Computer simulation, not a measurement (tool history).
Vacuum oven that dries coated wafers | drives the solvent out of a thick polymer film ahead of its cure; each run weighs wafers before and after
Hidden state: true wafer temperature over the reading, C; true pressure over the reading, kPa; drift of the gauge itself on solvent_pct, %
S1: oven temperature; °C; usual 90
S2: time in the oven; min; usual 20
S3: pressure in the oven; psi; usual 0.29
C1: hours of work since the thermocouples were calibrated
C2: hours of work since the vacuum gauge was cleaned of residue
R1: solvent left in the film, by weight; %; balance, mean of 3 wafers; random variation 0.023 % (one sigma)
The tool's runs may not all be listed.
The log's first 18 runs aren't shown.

{"run": 19, "hour": 215.8, "S1": 90, "S2": 34, "S3": 0.29, "C1": 814, "C2": 608, "R1": 1.44}
{"run": 20, "hour": 230.3, "S1": 90, "S2": 20, "S3": 0.29, "C1": 824, "C2": 618, "R1": 3.49}
{"run": 21, "hour": 246.3, "S1": 90, "S2": 20, "S3": 0.29, "C1": 835, "C2": 628, "R1": 3.48}
{"run": 22, "hour": 257.1, "S1": 90, "S2": 20, "S3": 0.29, "C1": 842, "C2": 636, "R1": 3.49}
{"run": 23, "hour": 270.2, "S1": 90, "S2": 20, "S3": 0.88, "C1": 851, "C2": 644, "R1": 4.49}
{"run": 24, "hour": 284.1, "S1": 84, "S2": 20, "S3": 0.249, "C1": 860, "C2": 654, "R1": 5.21}
{"run": 25, "hour": 293.2, "S1": 84, "S2": 20, "S3": 0.249, "C1": 866, "C2": 660, "R1": 5.22}
{"run": 26, "hour": 306.8, "S1": 90, "S2": 34, "S3": 1.098, "C1": 875, "C2": 669, "R1": 2.98}
{"run": 27, "hour": 314.0, "S1": 90, "S2": 34, "S3": 1.098, "C1": 880, "C2": 673, "R1": 2.99}
{"run": 28, "hour": 326.1, "S1": 90, "S2": 15, "S3": 0.75, "C1": 888, "C2": 681, "R1": 5.69}
{"hour": 329.1, "done": "vacuum gauge cleaned of residue and calibrated"}
{"run": 29, "hour": 343.4, "S1": 90, "S2": 15, "S3": 0.75, "C1": 898, "C2": 9, "R1": 5.71}
{"run": 30, "hour": 360.5, "S1": 102, "S2": 29, "S3": 0.75, "C1": 910, "C2": 21, "R1": 1.14}
{"run": 31, "hour": 371.1, "S1": 75, "S2": 11, "S3": 0.235, "C1": 917, "C2": 28, "R1": 11.09}

Forecast run 32:
{"run": 32, "hour": 383.7, "S1": 104, "S2": 14, "S3": 0.542, "C1": 925, "C2": 36, "R1": "?"}

Run 32 gave R1 2.1 %.
Without the tool's hidden state the same run would have given R1 1.85 %.
